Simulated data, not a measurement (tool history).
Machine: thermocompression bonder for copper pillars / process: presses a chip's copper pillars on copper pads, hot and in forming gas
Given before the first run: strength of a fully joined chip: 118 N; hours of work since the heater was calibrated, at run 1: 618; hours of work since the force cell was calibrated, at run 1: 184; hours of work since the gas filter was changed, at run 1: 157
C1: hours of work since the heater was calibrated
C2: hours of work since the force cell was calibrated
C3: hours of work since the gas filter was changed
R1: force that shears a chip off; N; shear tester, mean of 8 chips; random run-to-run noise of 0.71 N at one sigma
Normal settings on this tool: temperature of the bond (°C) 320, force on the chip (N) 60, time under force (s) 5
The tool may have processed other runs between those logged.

{"run": 1, "day": 0.0, "temperature of the bond (°C)": 320, "force on the chip (N)": 60, "time under force (s)": 5, "C1": 618, "C2": 184, "C3": 157, "R1": 43.0}
{"run": 2, "day": 0.733, "temperature of the bond (°C)": 320, "force on the chip (N)": 60, "time under force (s)": 5, "C1": 626, "C2": 192, "C3": 165, "R1": 44.0}
{"run": 3, "day": 1.625, "temperature of the bond (°C)": 320, "force on the chip (N)": 60, "time under force (s)": 13, "C1": 636, "C2": 202, "C3": 175, "R1": 62.3}
{"run": 4, "day": 2.454, "temperature of the bond (°C)": 320, "force on the chip (N)": 60, "time under force (s)": 13, "C1": 645, "C2": 211, "C3": 184, "R1": 63.8}
{"run": 5, "day": 3.767, "temperature of the bond (°C)": 320, "force on the chip (N)": 60, "time under force (s)": 13, "C1": 659, "C2": 225, "C3": 198, "R1": 61.3}
{"run": 6, "day": 4.833, "temperature of the bond (°C)": 320, "force on the chip (N)": 44, "time under force (s)": 13, "C1": 671, "C2": 237, "C3": 210, "R1": 52.9}
{"day": 5.004, "done": "heater calibrated with a thermocouple chip"}
{"day": 6.171, "done": "forming gas filter changed"}
{"run": 7, "day": 6.312, "temperature of the bond (°C)": 310, "force on the chip (N)": 60, "time under force (s)": 5, "C1": 14, "C2": 252, "C3": 2, "R1": 45.5}
{"run": 8, "day": 7.183, "temperature of the bond (°C)": 310, "force on the chip (N)": 60, "time under force (s)": 5, "C1": 24, "C2": 261, "C3": 11, "R1": 45.8}
{"run": 9, "day": 8.508, "temperature of the bond (°C)": 310, "force on the chip (N)": 60, "time under force (s)": 5, "C1": 38, "C2": 276, "C3": 26, "R1": 44.7}
{"run": 10, "day": 9.8, "temperature of the bond (°C)": 310, "force on the chip (N)": 60, "time under force (s)": 5, "C1": 52, "C2": 290, "C3": 40, "R1": 44.0}
{"run": 11, "day": 11.2, "temperature of the bond (°C)": 310, "force on the chip (N)": 60, "time under force (s)": 5, "C1": 67, "C2": 305, "C3": 55, "R1": 44.3}
{"run": 12, "day": 12.562, "temperature of the bond (°C)": 320, "force on the chip (N)": 66, "time under force (s)": 5, "C1": 82, "C2": 320, "C3": 70, "R1": 53.4}
{"run": 13, "day": 13.358, "temperature of the bond (°C)": 320, "force on the chip (N)": 66, "time under force (s)": 5, "C1": 91, "C2": 329, "C3": 78, "R1": 52.3}
{"run": 14, "day": 14.017, "temperature of the bond (°C)": 320, "force on the chip (N)": 66, "time under force (s)": 5, "C1": 98, "C2": 336, "C3": 86, "R1": 52.7}
{"run": 15, "day": 14.788, "temperature of the bond (°C)": 320, "force on the chip (N)": 60, "time under force (s)": 5, "C1": 107, "C2": 344, "C3": 94, "R1": 49.3}
{"run": 16, "day": 15.621, "temperature of the bond (°C)": 320, "force on the chip (N)": 60, "time under force (s)": 5, "C1": 116, "C2": 353, "C3": 103, "R1": 48.1}
{"run": 17, "day": 16.775, "temperature of the bond (°C)": 320, "force on the chip (N)": 60, "time under force (s)": 5, "C1": 128, "C2": 366, "C3": 116, "R1": 49.6}
{"run": 18, "day": 17.692, "temperature of the bond (°C)": 320, "force on the chip (N)": 60, "time under force (s)": 5, "C1": 138, "C2": 376, "C3": 126, "R1": 48.5}
{"run": 19, "day": 18.65, "temperature of the bond (°C)": 320, "force on the chip (N)": 60, "time under force (s)": 5, "C1": 149, "C2": 386, "C3": 136, "R1": 47.9}
{"day": 18.8, "done": "force cell calibrated"}
{"run": 20, "day": 19.429, "temperature of the bond (°C)": 320, "force on the chip (N)": 72, "time under force (s)": 5, "C1": 157, "C2": 7, "C3": 144, "R1": 53.6}
{"run": 21, "day": 20.242, "temperature of the bond (°C)": 320, "force on the chip (N)": 72, "time under force (s)": 5, "C1": 165, "C2": 16, "C3": 153, "R1": 55.1}
{"day": 21.288, "done": "force cell calibrated, once more"}
{"run": 22, "day": 21.496, "temperature of the bond (°C)": 320, "force on the chip (N)": 72, "time under force (s)": 5, "C1": 178, "C2": 2, "C3": 166, "R1": 52.1}
{"run": 23, "day": 22.588, "temperature of the bond (°C)": 320, "force on the chip (N)": 72, "time under force (s)": 5, "C1": 190, "C2": 14, "C3": 178, "R1": 52.9}
{"run": 24, "day": 23.329, "temperature of the bond (°C)": 320, "force on the chip (N)": 72, "time under force (s)": 5, "C1": 198, "C2": 22, "C3": 186, "R1": 52.9}
{"run": 25, "day": 24.575, "temperature of the bond (°C)": 320, "force on the chip (N)": 55, "time under force (s)": 3, "C1": 212, "C2": 36, "C3": 199, "R1": 36.5}
{"run": 26, "day": 25.608, "temperature of the bond (°C)": 333, "force on the chip (N)": 60, "time under force (s)": 9, "C1": 223, "C2": 47, "C3": 211, "R1": 65.8}
{"run": 27, "day": 26.725, "temperature of the bond (°C)": 333, "force on the chip (N)": 60, "time under force (s)": 9, "C1": 235, "C2": 59, "C3": 223, "R1": 65.9}
{"day": 26.85, "done": "forming gas filter changed"}
{"run": 28, "day": 27.488, "temperature of the bond (°C)": 343, "force on the chip (N)": 42, "time under force (s)": 7, "C1": 244, "C2": 67, "C3": 7, "R1": 57.8}
{"run": 29, "day": 28.704, "temperature of the bond (°C)": 343, "force on the chip (N)": 42, "time under force (s)": 7, "C1": 257, "C2": 81, "C3": 20, "R1": 56.2}
{"run": 30, "day": 29.404, "temperature of the bond (°C)": 343, "force on the chip (N)": 42, "time under force (s)": 7, "C1": 264, "C2": 88, "C3": 28, "R1": 57.3}
{"run": 31, "day": 30.462, "temperature of the bond (°C)": 327, "force on the chip (N)": 60, "time under force (s)": 7, "C1": 276, "C2": 100, "C3": 39, "R1": 57.0}
{"run": 32, "day": 31.85, "temperature of the bond (°C)": 342, "force on the chip (N)": 67, "time under force (s)": 9, "C1": 291, "C2": 115, "C3": 55, "R1": 74.9}
{"run": 33, "day": 33.188, "temperature of the bond (°C)": 296, "force on the chip (N)": 60, "time under force (s)": 3, "C1": 306, "C2": 130, "C3": 69, "R1": 28.9}
{"run": 34, "day": 33.929, "temperature of the bond (°C)": 317, "force on the chip (N)": 85, "time under force (s)": 4, "C1": 314, "C2": 138, "C3": 77, "R1": 52.4}
{"run": 35, "day": 34.583, "temperature of the bond (°C)": 320, "force on the chip (N)": 85, "time under force (s)": 3, "C1": 321, "C2": 145, "C3": 84, "R1": 46.3}
{"run": 36, "day": 35.162, "temperature of the bond (°C)": 343, "force on the chip (N)": 60, "time under force (s)": 14, "C1": 327, "C2": 151, "C3": 91, "R1": 80.5}
{"run": 37, "day": 36.154, "temperature of the bond (°C)": 329, "force on the chip (N)": 46, "time under force (s)": 6, "C1": 338, "C2": 162, "C3": 102, "R1": 47.2}
{"run": 38, "day": 37.042, "temperature of the bond (°C)": 300, "force on the chip (N)": 83, "time under force (s)": 4, "C1": 348, "C2": 172, "C3": 111, "R1": 40.8}
{"run": 39, "day": 37.783, "temperature of the bond (°C)": 300, "force on the chip (N)": 83, "time under force (s)": 4, "C1": 356, "C2": 180, "C3": 119, "R1": 39.3}

Consider 4 possible next runs. They are alternatives, not a sequence: every one starts from the tool as it was left by run 39. What does each give?
{"run": "A", "day": 38.75, "temperature of the bond (°C)": 300, "force on the chip (N)": 83, "time under force (s)": 3, "C1": 367, "C2": 190, "C3": 130, "R1": "?"}
{"run": "B", "day": 38.75, "temperature of the bond (°C)": 300, "force on the chip (N)": 83, "time under force (s)": 5, "C1": 367, "C2": 190, "C3": 130, "R1": "?"}
{"run": "C", "day": 38.75, "temperature of the bond (°C)": 302, "force on the chip (N)": 60, "time under force (s)": 8, "C1": 367, "C2": 190, "C3": 130, "R1": "?"}
{"run": "D", "day": 38.75, "temperature of the bond (°C)": 306, "force on the chip (N)": 60, "time under force (s)": 5, "C1": 367, "C2": 190, "C3": 130, "R1": "?"}

run=A R1=35.7
run=B R1=43.7
run=C R1=44.5
run=D R1=39.9
Without the tool's unlogged condition, the same runs would have read:
run=A R1=39.4
run=B R1=47.9
run=C R1=48.7
run=D R1=43.7
